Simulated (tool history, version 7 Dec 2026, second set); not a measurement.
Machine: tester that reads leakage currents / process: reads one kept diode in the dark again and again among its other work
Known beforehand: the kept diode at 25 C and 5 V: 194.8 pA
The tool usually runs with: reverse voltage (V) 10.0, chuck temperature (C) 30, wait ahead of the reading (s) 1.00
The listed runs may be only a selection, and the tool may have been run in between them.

run     day  reverse voltage (V)  chuck temperature (C)  wait ahead of the reading (s)  current that the tester gives (pA)
  1   0.000                 10.0                     30                           1.00                              371.19
  2   1.488                 10.0                     30                           1.00                              372.04
  3   3.025                 10.0                     30                           1.00                              370.72
  4   4.658                 10.0                     30                           1.00                              371.30
  5   6.746                 10.0                     30                           1.00                              369.54
  6   7.892                 10.0                     30                           1.00                              371.47
  7   9.954                 12.3                     30                           1.00                              398.97
  8  12.142                 10.0                     53                           1.00                             2216.05
  9  13.896                 10.0                     38                           1.00                              699.34
 10  15.912                 10.0                     38                           1.00                              697.24
 11  18.158                 10.0                     38                           1.00                              700.06
 12  19.346                 10.0                     30                           1.22                              363.93
 13  20.612                 10.0                     52                           1.22                             2033.72
 14  22.075                 10.0                     30                           1.22                              362.72
     22.742  -- chuck's temperature calibrated
 15  24.088                 10.0                     36                           1.00                              654.06
 16  25.712                 10.0                     25                           1.00                              268.91
 17  27.771                 10.0                     25                           1.00                              269.07
 18  29.412                 10.0                     30                           1.00                              402.14
 19  30.521                  3.7                     30                           1.00                              282.88
     30.833  -- probe card cleaned and baked
 20  31.679                  3.7                     30                           1.00                              287.96
 21  32.900                 18.4                     37                           0.77                              897.87
 22  34.142                  2.6                     30                           4.43                              251.23
 23  35.967                 10.0                     30                           0.32                              419.57
 24  37.742                 10.0                     30                           0.32                              421.11
 25  39.425                 10.0                     30                           8.60                              409.58
 26  40.796                 10.0                     23                           1.05                              240.45
     42.383  -- probe card cleaned and baked, once more
 27  43.008                 10.0                     57                           1.05                             3135.27
 28  44.875                  3.6                     37                           4.43                              478.54
 29  46.329                  4.1                     37                           0.96                              502.09
 30  47.371                  4.1                     37                           0.96                              500.64
 31  48.692                  5.4                     22                           1.77                              152.23
 32  50.508                  9.4                     25                           1.10                              237.44
 33  51.950                  9.4                     28                           1.01                              309.91
 34  53.629                 15.5                     30                           6.98                              426.59
 35  54.921                  1.1                     30                           1.02                              179.19
 36  55.896                 15.8                     30                           0.37                              440.99
 37  57.342                 10.0                     38                           2.12                              719.58
 38  59.192                 10.0                     38                           2.12                              718.53
 39  61.250                  8.5                     46                           0.63                             1282.04
 40  62.350                  9.8                     30                           1.00                              366.07

Here are 3 independent what-if runs from the current tool condition. What would each one return?
  A  64.521                 10.0                     30                           0.62                                   ?
  B  64.521                  2.4                     22                           3.65                                   ?
  C  64.521                  2.6                     30                           2.04                                   ?

run  current that the tester gives (pA)
  A                              369.39
  B                              113.66
  C                              234.31
Stripped of hidden state, with their random variation kept, the same runs would have yielded:
run  current that the tester gives (pA)
  A                              380.57
  B                              117.82
  C                              242.95
